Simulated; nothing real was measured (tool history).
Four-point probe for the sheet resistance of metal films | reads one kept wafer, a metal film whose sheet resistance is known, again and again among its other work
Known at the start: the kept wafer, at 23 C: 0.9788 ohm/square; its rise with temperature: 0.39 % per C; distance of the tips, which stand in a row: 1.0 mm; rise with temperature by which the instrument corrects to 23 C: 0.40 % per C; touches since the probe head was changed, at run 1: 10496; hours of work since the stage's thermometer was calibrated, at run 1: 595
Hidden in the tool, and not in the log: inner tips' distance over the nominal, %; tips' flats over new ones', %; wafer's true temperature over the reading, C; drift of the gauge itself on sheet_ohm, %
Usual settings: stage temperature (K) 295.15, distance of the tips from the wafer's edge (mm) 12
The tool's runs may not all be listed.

run	hour	stage temperature (K)	distance of the tips from the wafer's edge (mm)	touches since the probe head was changed	hours of work since the stage's thermometer was calibrated	sheet resistance as the instrument gives it (ohm/square)
1	0.0	295.15	12	10496	595	0.982532
2	20.5	295.15	12	11301	610	0.982982
3	50.5	295.15	12	12480	632	0.982688
4	70.6	291.15	12	13271	647	0.983165
5	109.1	297.15	12	14784	675	0.982595
6	137.1	295.15	12	15884	696	0.983093
7	174.2	295.15	12	17344	723	0.983304
8	192.8	295.15	12	18074	736	0.983163
9	221.8	295.15	12	19215	758	0.983402
10	249.3	295.15	15	20297	778	0.982061
11	274.0	295.15	15	21267	796	0.982120
# hour 278.2: stage's thermometer calibrated
12	311.9	295.15	15	22739	25	0.982199
13	349.8	295.15	15	24227	52	0.982094
14	388.3	296.15	15	25743	81	0.982372
15	427.2	305.15	67	27269	109	0.978957
16	448.8	297.15	7	28118	125	0.990570
17	488.5	297.15	7	29678	154	0.990390
18	506.1	295.15	5	30373	167	1.000750
# hour 519.6: stage's thermometer calibrated, once more
19	530.9	295.15	19	31326	8	0.982603
20	553.2	295.15	31	32203	25	0.982103
21	576.5	299.15	15	33120	42	0.983696
22	600.8	292.15	62	34074	59	0.981894
23	641.0	292.15	62	35655	89	0.982387
24	676.9	292.15	62	37068	115	0.982078
25	699.8	292.15	62	37965	132	0.982505

4 ways to go on from here, each from the tool as it stands after run 25. What would each give?
A	730.7	303.15	9	39182	154	?
B	730.7	291.15	51	39182	154	?
C	730.7	295.15	4	39182	154	?
D	730.7	292.15	12	39182	154	?

run	sheet resistance as the instrument gives it (ohm/square)
A	0.987389
B	0.982666
C	1.014014
D	0.985906
Without the tool's hidden state the same runs would have given:
run	sheet resistance as the instrument gives it (ohm/square)
A	0.984421
B	0.979699
C	1.010964
D	0.982931

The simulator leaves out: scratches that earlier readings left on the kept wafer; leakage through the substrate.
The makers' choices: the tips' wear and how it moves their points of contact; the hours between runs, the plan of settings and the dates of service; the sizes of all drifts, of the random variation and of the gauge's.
